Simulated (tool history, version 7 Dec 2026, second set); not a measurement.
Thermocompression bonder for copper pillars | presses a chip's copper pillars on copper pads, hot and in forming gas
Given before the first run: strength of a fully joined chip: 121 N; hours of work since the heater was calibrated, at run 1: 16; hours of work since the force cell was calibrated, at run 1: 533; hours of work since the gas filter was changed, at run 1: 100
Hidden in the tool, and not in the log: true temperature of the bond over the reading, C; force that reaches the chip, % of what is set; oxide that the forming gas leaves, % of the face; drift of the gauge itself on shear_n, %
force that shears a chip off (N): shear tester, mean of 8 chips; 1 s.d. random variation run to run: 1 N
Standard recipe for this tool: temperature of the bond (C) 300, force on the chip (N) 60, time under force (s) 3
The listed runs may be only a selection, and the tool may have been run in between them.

run   hour  temperature of the bond (C)  force on the chip (N)  time under force (s)  hours of work since the heater was calibrated  hours of work since the force cell was calibrated  hours of work since the gas filter was changed  force that shears a chip off (N)
  1    0.0                          300                     60                     3                                             16                                                533                                             100                              87.8
  2   21.0                          300                     60                     3                                             30                                                547                                             114                              88.2
  3   49.8                          300                     60                     3                                             49                                                566                                             133                              87.4
  4   80.5                          300                     60                     3                                             70                                                586                                             154                              87.1
  5  105.8                          300                     60                     3                                             86                                                603                                             170                              88.5
  6  124.5                          300                     60                     3                                             99                                                615                                             183                              86.7
  7  150.5                          300                     60                     3                                            116                                                632                                             200                              88.0
  8  164.5                          300                     60                     3                                            125                                                642                                             209                              88.3
     178.7  -- forming gas filter changed
  9  185.7                          300                     60                     3                                            139                                                655                                               5                              90.8
 10  210.4                          300                     60                     3                                            155                                                672                                              21                              90.1
 11  241.2                          300                     60                     3                                            176                                                692                                              41                              89.9
 12  269.6                          300                     57                     3                                            194                                                711                                              60                              86.4
 13  285.9                          300                     57                     3                                            205                                                722                                              71                              87.6
 14  312.8                          300                     60                     3                                            223                                                739                                              89                              88.8
 15  332.6                          300                     60                     3                                            236                                                753                                             102                              87.5
 16  351.1                          300                     60                     3                                            248                                                765                                             114                              89.3
 17  373.0                          300                     60                     3                                            263                                                779                                             129                              89.6
 18  400.5                          300                     60                     3                                            281                                                797                                             147                              90.3
 19  427.3                          319                     64                     5                                            299                                                815                                             164                             109.4
 20  447.3                          319                     64                     5                                            312                                                828                                             178                             106.8
 21  469.3                          315                     60                     3                                            327                                                843                                             192                              96.1
 22  498.1                          318                     60                     6                                            346                                                862                                             211                             108.2
     508.5  -- forming gas filter changed
 23  524.7                          299                     60                     6                                            363                                                879                                              11                             101.8
 24  555.0                          280                     62                     5                                            383                                                899                                              31                              89.8
 25  582.7                          290                     84                     2                                            401                                                918                                              49                              86.9
 26  614.8                          276                     71                     3                                            422                                                939                                              70                              82.5
 27  634.7                          278                     70                     3                                            436                                                952                                              83                              81.4
 28  653.0                          289                     70                     3                                            448                                                964                                              96                              88.1
 29  667.7                          305                     48                     4                                            457                                                974                                             105                              88.5
 30  698.1                          310                     38                     3                                            478                                                994                                             125                              75.5
 31  717.5                          310                     38                     3                                            490                                               1007                                             138                              74.2
 32  740.7                          319                     41                     3                                            506                                               1022                                             154                              81.5
 33  766.4                          319                     41                     3                                            523                                               1039                                             171                              83.8

What differs in the tool's unlogged condition from the final listed run ahead of each entry between runs to the first listed run following it?
From run 8 to run 9: forming gas filter changed (hour 178.7)
  oxide that the forming gas leaves, % of the face: 0.92 -> 0.51
From run 22 to run 23: forming gas filter changed (hour 508.5)
  oxide that the forming gas leaves, % of the face: 0.93 -> 0.52
